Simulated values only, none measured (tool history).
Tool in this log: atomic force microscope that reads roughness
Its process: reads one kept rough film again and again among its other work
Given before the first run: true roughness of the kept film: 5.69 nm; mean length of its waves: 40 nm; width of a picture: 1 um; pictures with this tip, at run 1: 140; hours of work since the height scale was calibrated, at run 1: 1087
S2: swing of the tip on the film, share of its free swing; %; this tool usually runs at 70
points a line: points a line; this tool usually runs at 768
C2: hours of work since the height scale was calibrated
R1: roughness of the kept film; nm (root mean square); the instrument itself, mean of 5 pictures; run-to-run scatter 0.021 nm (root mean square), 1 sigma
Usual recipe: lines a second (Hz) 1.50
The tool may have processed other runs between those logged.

{"run": 1, "hour": 0.0, "lines a second (Hz)": 1.5, "S2": 70, "points a line": 768, "pictures with this tip": 140, "C2": 1087, "R1": 5.138}
{"hour": 8.1, "done": "new tip fitted"}
{"run": 2, "hour": 32.1, "lines a second (Hz)": 1.5, "S2": 70, "points a line": 768, "pictures with this tip": 42, "C2": 1103, "R1": 5.162}
{"run": 3, "hour": 82.8, "lines a second (Hz)": 1.5, "S2": 70, "points a line": 768, "pictures with this tip": 130, "C2": 1129, "R1": 5.161}
{"hour": 96.2, "done": "new tip fitted"}
{"run": 4, "hour": 144.5, "lines a second (Hz)": 1.5, "S2": 70, "points a line": 768, "pictures with this tip": 84, "C2": 1161, "R1": 5.13}
{"run": 5, "hour": 180.6, "lines a second (Hz)": 1.5, "S2": 70, "points a line": 392, "pictures with this tip": 147, "C2": 1179, "R1": 5.147}
{"hour": 185.5, "done": "new tip fitted"}
{"run": 6, "hour": 235.2, "lines a second (Hz)": 1.5, "S2": 70, "points a line": 392, "pictures with this tip": 86, "C2": 1207, "R1": 5.12}
{"run": 7, "hour": 264.4, "lines a second (Hz)": 1.5, "S2": 70, "points a line": 392, "pictures with this tip": 137, "C2": 1222, "R1": 5.133}
{"hour": 274.4, "done": "new tip fitted"}
{"run": 8, "hour": 326.5, "lines a second (Hz)": 1.5, "S2": 70, "points a line": 392, "pictures with this tip": 91, "C2": 1253, "R1": 5.149}
{"hour": 362.9, "done": "new tip fitted"}
{"run": 9, "hour": 385.5, "lines a second (Hz)": 1.5, "S2": 70, "points a line": 284, "pictures with this tip": 39, "C2": 1283, "R1": 5.13}
{"run": 10, "hour": 433.6, "lines a second (Hz)": 1.5, "S2": 70, "points a line": 333, "pictures with this tip": 123, "C2": 1308, "R1": 5.152}
{"hour": 453.4, "done": "new tip fitted"}
{"run": 11, "hour": 476.8, "lines a second (Hz)": 1.5, "S2": 70, "points a line": 333, "pictures with this tip": 41, "C2": 1330, "R1": 5.146}
{"run": 12, "hour": 521.1, "lines a second (Hz)": 1.5, "S2": 70, "points a line": 333, "pictures with this tip": 118, "C2": 1353, "R1": 5.116}
{"hour": 541.7, "done": "new tip fitted"}
{"run": 13, "hour": 564.9, "lines a second (Hz)": 1.5, "S2": 70, "points a line": 333, "pictures with this tip": 40, "C2": 1375, "R1": 5.174}
{"run": 14, "hour": 595.5, "lines a second (Hz)": 1.5, "S2": 70, "points a line": 333, "pictures with this tip": 93, "C2": 1390, "R1": 5.134}
{"hour": 631.7, "done": "new tip fitted"}
{"run": 15, "hour": 653.4, "lines a second (Hz)": 1.5, "S2": 70, "points a line": 333, "pictures with this tip": 38, "C2": 1420, "R1": 5.166}
{"run": 16, "hour": 704.2, "lines a second (Hz)": 1.5, "S2": 66, "points a line": 768, "pictures with this tip": 126, "C2": 1446, "R1": 5.173}
{"hour": 719.2, "done": "new tip fitted"}
{"run": 17, "hour": 754.7, "lines a second (Hz)": 1.5, "S2": 66, "points a line": 768, "pictures with this tip": 62, "C2": 1471, "R1": 5.175}
{"run": 18, "hour": 793.8, "lines a second (Hz)": 1.5, "S2": 66, "points a line": 768, "pictures with this tip": 130, "C2": 1492, "R1": 5.181}
{"hour": 807.8, "done": "new tip fitted"}
{"run": 19, "hour": 829.4, "lines a second (Hz)": 1.5, "S2": 66, "points a line": 768, "pictures with this tip": 37, "C2": 1510, "R1": 5.193}
{"run": 20, "hour": 881.3, "lines a second (Hz)": 1.5, "S2": 66, "points a line": 768, "pictures with this tip": 127, "C2": 1536, "R1": 5.19}
{"hour": 896.9, "done": "new tip fitted"}
{"run": 21, "hour": 912.5, "lines a second (Hz)": 1.5, "S2": 66, "points a line": 768, "pictures with this tip": 28, "C2": 1552, "R1": 5.189}
{"run": 22, "hour": 961.2, "lines a second (Hz)": 1.5, "S2": 66, "points a line": 768, "pictures with this tip": 112, "C2": 1577, "R1": 5.209}
{"hour": 987.1, "done": "new tip fitted"}
{"run": 23, "hour": 998.3, "lines a second (Hz)": 0.75, "S2": 83, "points a line": 496, "pictures with this tip": 20, "C2": 1595, "R1": 5.17}
{"run": 24, "hour": 1030.1, "lines a second (Hz)": 2.47, "S2": 57, "points a line": 768, "pictures with this tip": 75, "C2": 1612, "R1": 5.187}
{"hour": 1077.4, "done": "new tip fitted"}
{"run": 25, "hour": 1080.6, "lines a second (Hz)": 2.47, "S2": 57, "points a line": 768, "pictures with this tip": 6, "C2": 1637, "R1": 5.239}
{"run": 26, "hour": 1138.4, "lines a second (Hz)": 1.84, "S2": 85, "points a line": 768, "pictures with this tip": 106, "C2": 1667, "R1": 4.963}
{"hour": 1165.0, "done": "new tip fitted"}
{"run": 27, "hour": 1199.5, "lines a second (Hz)": 1.84, "S2": 85, "points a line": 768, "pictures with this tip": 60, "C2": 1698, "R1": 4.907}
{"hour": 1254.3, "done": "new tip fitted"}
{"run": 28, "hour": 1258.9, "lines a second (Hz)": 1.84, "S2": 85, "points a line": 768, "pictures with this tip": 8, "C2": 1728, "R1": 4.96}
{"run": 29, "hour": 1295.3, "lines a second (Hz)": 0.71, "S2": 70, "points a line": 768, "pictures with this tip": 71, "C2": 1747, "R1": 5.252}
{"hour": 1341.2, "done": "new tip fitted"}
{"run": 30, "hour": 1356.9, "lines a second (Hz)": 2.08, "S2": 78, "points a line": 311, "pictures with this tip": 27, "C2": 1778, "R1": 5.007}
{"run": 31, "hour": 1412.0, "lines a second (Hz)": 2.08, "S2": 77, "points a line": 311, "pictures with this tip": 123, "C2": 1806, "R1": 5.031}
{"hour": 1431.8, "done": "new tip fitted"}
{"run": 32, "hour": 1443.1, "lines a second (Hz)": 2.08, "S2": 77, "points a line": 311, "pictures with this tip": 20, "C2": 1822, "R1": 5.003}
{"run": 33, "hour": 1484.5, "lines a second (Hz)": 0.73, "S2": 77, "points a line": 475, "pictures with this tip": 92, "C2": 1843, "R1": 5.205}
{"run": 34, "hour": 1517.2, "lines a second (Hz)": 0.53, "S2": 75, "points a line": 904, "pictures with this tip": 149, "C2": 1860, "R1": 5.217}
{"hour": 1520.6, "done": "new tip fitted"}
{"run": 35, "hour": 1555.4, "lines a second (Hz)": 1.5, "S2": 61, "points a line": 768, "pictures with this tip": 60, "C2": 1879, "R1": 5.238}
{"hour": 1607.7, "done": "new tip fitted"}
{"run": 36, "hour": 1609.5, "lines a second (Hz)": 2.23, "S2": 62, "points a line": 768, "pictures with this tip": 3, "C2": 1907, "R1": 5.198}
{"run": 37, "hour": 1662.7, "lines a second (Hz)": 2.23, "S2": 73, "points a line": 491, "pictures with this tip": 96, "C2": 1934, "R1": 5.052}
{"run": 38, "hour": 1691.1, "lines a second (Hz)": 2.7, "S2": 86, "points a line": 586, "pictures with this tip": 145, "C2": 1949, "R1": 4.784}
{"hour": 1696.2, "done": "new tip fitted"}
{"run": 39, "hour": 1745.8, "lines a second (Hz)": 3.05, "S2": 66, "points a line": 999, "pictures with this tip": 86, "C2": 1976, "R1": 5.12}
{"hour": 1783.0, "done": "new tip fitted"}
{"run": 40, "hour": 1800.2, "lines a second (Hz)": 1.5, "S2": 70, "points a line": 722, "pictures with this tip": 30, "C2": 2004, "R1": 5.134}
{"run": 41, "hour": 1836.6, "lines a second (Hz)": 1.5, "S2": 70, "points a line": 722, "pictures with this tip": 93, "C2": 2023, "R1": 5.174}

Alternative continuations, all from the tool just after run 41; predict every row:
{"hour": 1872.8, "done": "new tip fitted"}
{"run": "A", "hour": 1888.8, "lines a second (Hz)": 3.83, "S2": 70, "points a line": 722, "pictures with this tip": 28, "C2": 2049, "R1": "?"}
{"hour": 1872.8, "done": "new tip fitted"}
{"run": "B", "hour": 1888.8, "lines a second (Hz)": 1.5, "S2": 73, "points a line": 477, "pictures with this tip": 28, "C2": 2049, "R1": "?"}
{"hour": 1872.8, "done": "new tip fitted"}
{"run": "C", "hour": 1888.8, "lines a second (Hz)": 1.5, "S2": 72, "points a line": 768, "pictures with this tip": 28, "C2": 2049, "R1": "?"}
{"hour": 1872.8, "done": "new tip fitted"}
{"run": "D", "hour": 1888.8, "lines a second (Hz)": 3.09, "S2": 70, "points a line": 585, "pictures with this tip": 28, "C2": 2049, "R1": "?"}

run=A R1=4.940
run=B R1=5.132
run=C R1=5.151
run=D R1=5.014
Without the tool's hidden state the same runs would have given:
run=A R1=4.942
run=B R1=5.135
run=C R1=5.153
run=D R1=5.016

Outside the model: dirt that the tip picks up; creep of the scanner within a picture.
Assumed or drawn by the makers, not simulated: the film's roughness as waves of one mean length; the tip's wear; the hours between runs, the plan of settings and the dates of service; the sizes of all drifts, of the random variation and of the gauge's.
